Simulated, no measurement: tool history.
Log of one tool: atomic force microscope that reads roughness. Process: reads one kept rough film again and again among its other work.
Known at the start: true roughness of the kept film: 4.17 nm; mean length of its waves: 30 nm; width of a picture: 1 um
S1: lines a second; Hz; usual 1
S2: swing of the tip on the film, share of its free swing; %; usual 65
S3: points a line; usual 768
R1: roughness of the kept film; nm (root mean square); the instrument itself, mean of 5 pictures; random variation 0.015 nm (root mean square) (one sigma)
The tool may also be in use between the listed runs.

run   hour    S1  S2   S3     R1
  1      0     1  65  768  3.344
  2    7.4     1  65  768  3.324
  3   21.6     1  65  768  3.287
  4   30.4     1  65  768  3.262
  5   44.7     1  65  768  3.198
  6   54.7     1  65  768  3.183
  7   66.8     1  65  575  3.758
  8   74.6     1  65  768  3.704
  9     82     1  65  768  3.674
 10   95.3     1  65  768  3.657
 11  108.4     1  65  768   3.59
 12  117.8     1  65  768  3.577
 13  129.8     1  65  768  3.541
 14    144     1  65  768   3.46
 15  152.6     1  65  768  3.437
 16  159.8     1  65  768  3.441
 17  165.9  1.26  65  768  3.379
 18  178.8  1.26  65  768  3.356
 19  185.6     1  65  768  3.354
 20  199.5     1  74  768  3.252
 21  211.8     1  74  768  3.251
 22  223.9     1  74  544  3.205
 23  235.8     1  74  544   3.17
 24  242.2  0.61  65  768  3.223
 25  251.1  0.85  79  612  3.114
 26  263.9  0.85  90  721  3.028
 27  279.4  3.51  63  686  3.555
 28  293.5     1  65  864  3.676
 29  307.7     1  65  818   3.61
 30  314.3     1  65  818   3.59
 31  327.1     1  57  525  3.562
 32  333.5  0.51  70  525  3.527
 33  346.1  3.04  56  269  3.412
 34    359   3.6  75  618  3.112
 35  365.1  3.78  68  533   3.22
 36  374.2  3.78  68  533  3.194
 37  380.2  1.58  60  361  3.366
 38  387.8     1  65  508  3.366
 39  399.9  0.84  72  288   3.28
 40  413.1  2.05  65  806  3.237
 41  427.1  1.13  65  768  3.258
 42    433  1.13  84  397  3.103
 43  442.8     1  65  327  3.215

Taken out of this log: 4 entries between the listed runs. Where each belongs, and how the hidden state differs across it:
Between runs 6 and 7: new tip fitted (hour 64.7)
  radius of the tip, nm: 15.4 -> 5.3
  measured less the result without the state, R1: -0.545 -> -0.008 nm (root mean square)
Between runs 26 and 27: height scale calibrated on a step standard (hour 265.6); new tip fitted (hour 267.6)
  radius of the tip, nm: 16.6 -> 5.7; height scale over the true one, %: 0.34 -> 0.48
  measured less the result without the state, R1: -0.577 -> -0.023 nm (root mean square)
Between runs 28 and 29: height scale calibrated on a step standard, once more (hour 297.1)
  radius of the tip, nm: 6.4 -> 7.2; height scale over the true one, %: 0.48 -> 0.04
  measured less the result without the state, R1: -0.071 -> -0.131 nm (root mean square)
